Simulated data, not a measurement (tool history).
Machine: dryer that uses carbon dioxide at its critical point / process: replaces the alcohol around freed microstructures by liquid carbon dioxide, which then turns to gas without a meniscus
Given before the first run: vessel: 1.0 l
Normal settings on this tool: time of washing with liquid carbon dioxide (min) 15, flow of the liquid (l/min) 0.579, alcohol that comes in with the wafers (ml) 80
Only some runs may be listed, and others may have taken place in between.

run	hour	time of washing with liquid carbon dioxide (min)	flow of the liquid (l/min)	alcohol that comes in with the wafers (ml)	alcohol left in the vessel before it's heated (ppm by volume)
1	0	15	0.579	80	190
2	46.7	16	0.579	80	151
# hour 73.7: inlet filter changed
3	95.4	16	0.579	80	123
4	122.6	16	0.579	80	129
5	145.5	18	0.579	80	103
6	168	15	0.579	39	124
7	194.8	15	0.437	80	438
8	232.1	15	0.579	95	173
9	256.9	15	0.842	80	115
10	278.4	15	0.842	80	115
# hour 310.4: purifier's bed changed
11	311.3	15	0.842	38	0
12	347.6	15	0.579	53	49
13	393.5	11	0.579	80	495
14	423.9	18	0.579	80	25
15	449.2	18	0.579	80	31
16	469.4	11	0.579	80	523
17	510.5	11	0.579	80	548
18	558.7	11	0.579	80	561
19	579.5	18	0.405	48	193
20	624.8	22	0.497	119	62
21	664.1	22	0.497	119	60
22	693.6	19	0.579	44	53
# hour 699.7: inlet filter changed
23	736.8	23	0.65	80	39
24	757	23	0.65	80	39
25	796.1	18	0.579	33	48
26	823.4	20	0.649	112	56
27	865.5	20	0.649	112	55
28	903.1	13	0.579	80	227
29	926.8	13	0.579	80	222
30	974.8	13	0.566	43	171

Expected results for the next run?
31	1016.8	18	0.733	52	?

{"run 31": {"alcohol left in the vessel before it's heated (ppm by volume)": 62}}
The same run, on a tool lacking any hidden state, would have yielded alcohol left in the vessel before it's heated (ppm by volume) 4.

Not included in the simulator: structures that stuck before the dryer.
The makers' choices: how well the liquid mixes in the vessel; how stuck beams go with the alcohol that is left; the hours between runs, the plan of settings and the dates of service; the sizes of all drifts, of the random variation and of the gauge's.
